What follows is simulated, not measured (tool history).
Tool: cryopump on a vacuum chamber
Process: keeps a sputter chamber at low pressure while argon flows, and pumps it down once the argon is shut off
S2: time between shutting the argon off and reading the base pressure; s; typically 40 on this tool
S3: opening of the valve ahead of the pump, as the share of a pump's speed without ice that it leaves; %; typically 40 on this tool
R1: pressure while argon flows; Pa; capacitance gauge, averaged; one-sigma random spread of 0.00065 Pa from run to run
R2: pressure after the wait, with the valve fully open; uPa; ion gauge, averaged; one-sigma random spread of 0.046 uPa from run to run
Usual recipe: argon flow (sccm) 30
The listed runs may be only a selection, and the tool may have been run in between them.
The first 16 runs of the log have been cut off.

run 17 day=13.796 | argon_flow_(sccm)=34 S2=40 S3=40 | R1=0.1251 R2=4.63
run 18 day=15.008 | argon_flow_(sccm)=34 S2=40 S3=40 | R1=0.1263 R2=4.72
run 19 day=16.046 | argon_flow_(sccm)=40 S2=98 S3=44 | R1=0.1355 R2=3.26
run 20 day=17.088 | argon_flow_(sccm)=18 S2=40 S3=34 | R1=0.0783 R2=4.81
run 21 day=18.096 | argon_flow_(sccm)=16 S2=213 S3=44 | R1=0.0554 R2=2.70
run 22 day=18.708 | argon_flow_(sccm)=16 S2=213 S3=44 | R1=0.0542 R2=2.71
run 23 day=19.379 | argon_flow_(sccm)=16 S2=213 S3=44 | R1=0.0541 R2=2.78
run 24 day=20.029 | argon_flow_(sccm)=24 S2=44 S3=55 | R1=0.0668 R2=4.68
run 25 day=20.712 | argon_flow_(sccm)=21 S2=44 S3=43 | R1=0.0745 R2=4.68
run 26 day=21.788 | argon_flow_(sccm)=21 S2=44 S3=43 | R1=0.0737 R2=4.64
run 27 day=22.429 | argon_flow_(sccm)=21 S2=44 S3=43 | R1=0.0737 R2=4.76
run 28 day=23.025 | argon_flow_(sccm)=21 S2=135 S3=53 | R1=0.0610 R2=3.23
run 29 day=23.621 | argon_flow_(sccm)=21 S2=135 S3=53 | R1=0.0612 R2=3.24
run 30 day=24.833 | argon_flow_(sccm)=25 S2=21 S3=22 | R1=0.1660 R2=7.34
run 31 day=25.712 | argon_flow_(sccm)=30 S2=98 S3=16 | R1=0.2733 R2=3.64
run 32 day=26.688 | argon_flow_(sccm)=35 S2=106 S3=25 | R1=0.2067 R2=3.64
run 33 day=27.858 | argon_flow_(sccm)=13 S2=40 S3=24 | R1=0.0793 R2=5.18
run 34 day=28.383 | argon_flow_(sccm)=30 S2=40 S3=49 | R1=0.0946 R2=5.19
run 35 day=29.304 | argon_flow_(sccm)=49 S2=192 S3=34 | R1=0.2157 R2=3.29

3 ways to go on from here, each from the tool as it stands after run 35. What would each give?
run A day=30.258 | argon_flow_(sccm)=13 S2=37 S3=30 | R1=? R2=?
run B day=30.258 | argon_flow_(sccm)=49 S2=192 S3=21 | R1=? R2=?
run C day=30.258 | argon_flow_(sccm)=49 S2=242 S3=34 | R1=? R2=?

run=A R1=0.0656 R2=5.38
run=B R1=0.3440 R2=3.27
run=C R1=0.2177 R2=3.17
With no hidden state in the tool, these same runs would have given:
run=A R1=0.0613 R2=2.91
run=B R1=0.3280 R2=0.75
run=C R1=0.2018 R2=0.69
